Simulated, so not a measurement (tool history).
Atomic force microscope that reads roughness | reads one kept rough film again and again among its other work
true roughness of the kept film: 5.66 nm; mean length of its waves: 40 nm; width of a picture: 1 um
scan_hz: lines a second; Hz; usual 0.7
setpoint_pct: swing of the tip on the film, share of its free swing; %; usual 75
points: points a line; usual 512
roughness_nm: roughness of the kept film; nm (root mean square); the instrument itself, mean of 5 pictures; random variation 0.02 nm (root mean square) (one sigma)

{"run": 1, "hour": 0.0, "scan_hz": 0.7, "setpoint_pct": 75, "points": 512, "roughness_nm": 3.983}
{"run": 2, "hour": 13.0, "scan_hz": 0.7, "setpoint_pct": 75, "points": 512, "roughness_nm": 3.903}
{"run": 3, "hour": 29.6, "scan_hz": 0.7, "setpoint_pct": 75, "points": 512, "roughness_nm": 3.806}
{"run": 4, "hour": 39.4, "scan_hz": 0.7, "setpoint_pct": 75, "points": 512, "roughness_nm": 3.755}
{"run": 5, "hour": 60.8, "scan_hz": 0.7, "setpoint_pct": 75, "points": 512, "roughness_nm": 3.65}
{"run": 6, "hour": 74.0, "scan_hz": 0.7, "setpoint_pct": 75, "points": 512, "roughness_nm": 3.575}
{"run": 7, "hour": 89.6, "scan_hz": 0.53, "setpoint_pct": 75, "points": 512, "roughness_nm": 3.509}
{"hour": 91.2, "done": "new tip fitted"}
{"run": 8, "hour": 99.0, "scan_hz": 0.53, "setpoint_pct": 75, "points": 512, "roughness_nm": 4.829}
{"run": 9, "hour": 115.2, "scan_hz": 0.53, "setpoint_pct": 75, "points": 512, "roughness_nm": 4.676}
{"run": 10, "hour": 125.7, "scan_hz": 0.53, "setpoint_pct": 75, "points": 512, "roughness_nm": 4.578}
{"run": 11, "hour": 136.2, "scan_hz": 0.53, "setpoint_pct": 75, "points": 512, "roughness_nm": 4.48}
{"run": 12, "hour": 150.1, "scan_hz": 0.53, "setpoint_pct": 75, "points": 512, "roughness_nm": 4.419}
{"run": 13, "hour": 171.4, "scan_hz": 0.7, "setpoint_pct": 75, "points": 512, "roughness_nm": 4.24}
{"run": 14, "hour": 188.8, "scan_hz": 0.7, "setpoint_pct": 75, "points": 512, "roughness_nm": 4.104}
{"run": 15, "hour": 208.9, "scan_hz": 0.7, "setpoint_pct": 84, "points": 475, "roughness_nm": 3.905}
{"run": 16, "hour": 225.4, "scan_hz": 0.7, "setpoint_pct": 68, "points": 512, "roughness_nm": 3.896}
{"run": 17, "hour": 243.3, "scan_hz": 0.7, "setpoint_pct": 68, "points": 512, "roughness_nm": 3.811}
{"hour": 245.6, "done": "height scale calibrated on a step standard"}
{"run": 18, "hour": 265.5, "scan_hz": 0.7, "setpoint_pct": 68, "points": 512, "roughness_nm": 3.672}
{"run": 19, "hour": 276.4, "scan_hz": 1.374, "setpoint_pct": 68, "points": 342, "roughness_nm": 3.568}
{"run": 20, "hour": 285.8, "scan_hz": 1.905, "setpoint_pct": 62, "points": 342, "roughness_nm": 3.521}
{"hour": 292.0, "done": "new tip fitted"}
{"run": 21, "hour": 300.2, "scan_hz": 1.212, "setpoint_pct": 75, "points": 512, "roughness_nm": 4.74}
{"run": 22, "hour": 309.2, "scan_hz": 1.212, "setpoint_pct": 75, "points": 512, "roughness_nm": 4.652}
{"run": 23, "hour": 324.5, "scan_hz": 1.212, "setpoint_pct": 75, "points": 512, "roughness_nm": 4.524}

Run 24 comes next. What will it give?
{"hour": 339.6, "done": "height scale calibrated on a step standard, once more"}
{"run": 24, "hour": 339.8, "scan_hz": 0.7, "setpoint_pct": 79, "points": 512, "roughness_nm": "?"}

roughness_nm: 4.415 nm (root mean square)
Without the tool's hidden state the same run would have given roughness_nm 4.807 nm (root mean square).
